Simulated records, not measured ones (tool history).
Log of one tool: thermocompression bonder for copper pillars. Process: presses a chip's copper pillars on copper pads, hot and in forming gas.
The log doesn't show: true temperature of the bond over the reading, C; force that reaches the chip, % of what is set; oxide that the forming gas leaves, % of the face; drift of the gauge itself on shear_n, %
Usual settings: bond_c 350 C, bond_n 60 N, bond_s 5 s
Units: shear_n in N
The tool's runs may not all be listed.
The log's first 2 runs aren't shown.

run,hour,bond_c,bond_n,bond_s,hours of work since the heater was calibrated,hours of work since the force cell was calibrated,hours of work since the gas filter was changed,shear_n
3,100.5,350,65,5,215,323,43,95.3
4,137,350,65,5,239,347,66,96.2
5,166.5,350,65,3,258,366,85,84.6
# hour 215.2: forming gas filter changed
6,222.3,350,60,5,294,402,5,90.8
7,247.9,350,60,5,310,418,21,90.5
8,306.9,350,60,5,349,456,59,90.4
9,343,350,60,5,372,480,83,89.7
10,374.4,350,60,5,392,500,103,90.1
# hour 396.2: forming gas filter changed
11,410.2,350,60,5,415,523,9,91.6
12,436.9,350,60,5,433,540,26,90.3
13,486.1,350,60,5,465,572,58,91.4
14,529.6,350,60,5,493,600,86,89.2
15,566.7,350,60,5,517,624,110,91.3
# hour 579: forming gas filter changed
16,620.3,350,60,5,551,659,27,91.9
17,651.7,350,60,5,571,679,47,90.1
18,705,350,60,5,606,714,82,90.1
19,741.1,350,50,5,629,737,105,78.1
# hour 760.8: forming gas filter changed
20,775,350,60,5,651,759,9,89.1
21,809.2,350,60,5,673,781,31,90.3
22,854.5,350,60,5,703,810,61,90.5
23,892.3,320,65,3,727,835,85,62.8
24,923.3,320,65,3,747,855,105,60.3
# hour 942.6: forming gas filter changed
25,974.7,328,52,6,780,888,21,69.4
26,1018.5,328,52,6,808,916,49,70.6
27,1056.5,328,52,6,833,941,74,71

Run 28 comes next. What will it give?
28,1092,350,86,5,856,964,97,?

Run 28 gave shear_n 113.5 N.
Without the tool's hidden state the same run would have given shear_n 113.6 N.
